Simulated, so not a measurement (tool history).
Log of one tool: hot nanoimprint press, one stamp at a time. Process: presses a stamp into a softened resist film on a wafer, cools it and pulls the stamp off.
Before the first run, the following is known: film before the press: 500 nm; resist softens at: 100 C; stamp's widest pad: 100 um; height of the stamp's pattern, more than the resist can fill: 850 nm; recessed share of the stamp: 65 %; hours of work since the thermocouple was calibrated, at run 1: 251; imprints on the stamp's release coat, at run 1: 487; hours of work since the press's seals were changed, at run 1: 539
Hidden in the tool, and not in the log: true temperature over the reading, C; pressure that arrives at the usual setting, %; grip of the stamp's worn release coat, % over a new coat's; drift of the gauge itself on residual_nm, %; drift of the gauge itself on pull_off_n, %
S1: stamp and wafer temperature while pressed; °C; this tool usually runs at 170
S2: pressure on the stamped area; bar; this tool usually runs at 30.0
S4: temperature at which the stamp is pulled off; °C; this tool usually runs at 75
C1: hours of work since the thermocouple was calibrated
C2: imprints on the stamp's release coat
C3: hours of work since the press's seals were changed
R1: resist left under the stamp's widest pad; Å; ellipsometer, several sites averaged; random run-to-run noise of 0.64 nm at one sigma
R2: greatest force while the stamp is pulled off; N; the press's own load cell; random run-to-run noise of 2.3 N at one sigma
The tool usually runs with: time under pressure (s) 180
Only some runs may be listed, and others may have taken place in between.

Run 1, hour 0.0: usual settings; C1 251; C2 487; C3 539. Result: R1 1716 Å, R2 110 N.
Run 2, hour 46.4: usual settings; C1 281; C2 672; C3 569. Result: R1 1715 Å, R2 113 N.
Run 3, hour 77.7: usual settings; C1 302; C2 797; C3 590. Result: R1 1719 Å, R2 118 N.
Run 4, hour 129.6: usual settings; C1 336; C2 1005; C3 624. Result: R1 1702 Å, R2 117 N.
Run 5, hour 180.8: usual settings; C1 369; C2 1209; C3 657. Result: R1 1691 Å, R2 124 N.
At hour 210.3: plate thermocouple calibrated.
Run 6, hour 245.6: usual settings but time under pressure (s) 168; C1 23; C2 1456; C3 698. Result: R1 1919 Å, R2 124 N.
Run 7, hour 304.8: usual settings; C1 62; C2 1693; C3 737. Result: R1 1851 Å, R2 142 N.
Run 8, hour 345.0: usual settings; C1 88; C2 1853; C3 763. Result: R1 1846 Å, R2 140 N.
Run 9, hour 378.6: usual settings; C1 110; C2 1987; C3 785. Result: R1 1841 Å, R2 135 N.
Run 10, hour 426.8: usual settings; C1 142; C2 2180; C3 817. Result: R1 1822 Å, R2 137 N.
Run 11, hour 467.3: usual settings; C1 169; C2 2342; C3 843. Result: R1 1811 Å, R2 148 N.
At hour 506.2: stamp cleaned and given a new release coat.
Run 12, hour 506.2: usual settings but S4 65 °C; C1 190; C2 0; C3 865. Result: R1 1817 Å, R2 111 N.
Run 13, hour 536.1: usual settings; C1 210; C2 119; C3 885. Result: R1 1802 Å, R2 104 N.
Run 14, hour 583.5: usual settings; C1 241; C2 309; C3 916. Result: R1 1792 Å, R2 107 N.
Run 15, hour 638.7: usual settings; C1 277; C2 529; C3 952. Result: R1 1792 Å, R2 116 N.
Run 16, hour 667.9: usual settings but S2 27.3 bar, time under pressure (s) 103, S4 78 °C; C1 296; C2 646; C3 971. Result: R1 2265 Å, R2 113 N.
Run 17, hour 706.8: usual settings but S1 180 °C, S2 27.3 bar, time under pressure (s) 103, S4 67 °C; C1 322; C2 801; C3 997. Result: R1 1404 Å, R2 122 N.
Run 18, hour 768.9: usual settings but S1 180 °C, S2 27.3 bar, time under pressure (s) 103, S4 67 °C; C1 362; C2 1049; C3 1037. Result: R1 1392 Å, R2 125 N.
At hour 809.1: plate thermocouple calibrated.
Run 19, hour 831.9: usual settings but S1 180 °C, S2 27.3 bar, time under pressure (s) 103, S4 67 °C; C1 15; C2 1289; C3 1077. Result: R1 1485 Å, R2 131 N.
Run 20, hour 883.9: usual settings but time under pressure (s) 341; C1 49; C2 1497; C3 1111. Result: R1 1474 Å, R2 127 N.
Run 21, hour 943.3: usual settings but time under pressure (s) 341; C1 88; C2 1734; C3 1150. Result: R1 1478 Å, R2 132 N.
Run 22, hour 988.9: usual settings but S1 177 °C, S2 30.1 bar, time under pressure (s) 173, S4 80 °C; C1 118; C2 1916; C3 1180. Result: R1 1313 Å, R2 134 N.
Run 23, hour 1027.7: usual settings but S1 177 °C, S2 30.1 bar, time under pressure (s) 173, S4 80 °C; C1 143; C2 2071; C3 1205. Result: R1 1304 Å, R2 135 N.
At hour 1075.8: press's hydraulic seals changed and the load cell set to zero.
Run 24, hour 1079.3: usual settings but S1 177 °C, S2 30.1 bar, time under pressure (s) 173, S4 80 °C; C1 172; C2 2245; C3 2. Result: R1 1231 Å, R2 141 N.
At hour 1142.7: stamp cleaned and given a new release coat.
Run 25, hour 1142.7: usual settings but S1 182 °C, S2 37.4 bar, time under pressure (s) 110, S4 79 °C; C1 210; C2 0; C3 40. Result: R1 998 Å, R2 101 N.
Run 26, hour 1178.1: usual settings but S1 182 °C, S2 24.8 bar, time under pressure (s) 213, S4 79 °C; C1 233; C2 141; C3 63. Result: R1 997 Å, R2 107 N.
Run 27, hour 1233.8: usual settings but S2 18.8 bar, S4 76 °C; C1 269; C2 364; C3 100. Result: R1 2208 Å, R2 106 N.
Run 28, hour 1267.3: usual settings but S2 18.8 bar, S4 76 °C; C1 291; C2 498; C3 122. Result: R1 2200 Å, R2 114 N.
Run 29, hour 1308.7: usual settings but S4 67 °C; C1 318; C2 663; C3 149. Result: R1 1667 Å, R2 123 N.

Hidden state or all else? Some run-to-run changes of R1, split into what the settings, what came in and random variation would give without the hidden state, and what is left for the hidden state (with any gauge scatter that isn't in both results):
Run 5 -> 6: time under pressure (s) 180 -> 168, plate thermocouple calibrated. R1 +228 Å: hidden state +173, all else +55.
Run 16 -> 17: S1 170 -> 180, S4 78 -> 67. R1 -861 Å: hidden state +14, all else -875.
Run 26 -> 27: S1 182 -> 170, S2 24.8 -> 18.8, time under pressure (s) 213 -> 180, S4 79 -> 76. R1 +1211 Å: hidden state -82, all else +1293.

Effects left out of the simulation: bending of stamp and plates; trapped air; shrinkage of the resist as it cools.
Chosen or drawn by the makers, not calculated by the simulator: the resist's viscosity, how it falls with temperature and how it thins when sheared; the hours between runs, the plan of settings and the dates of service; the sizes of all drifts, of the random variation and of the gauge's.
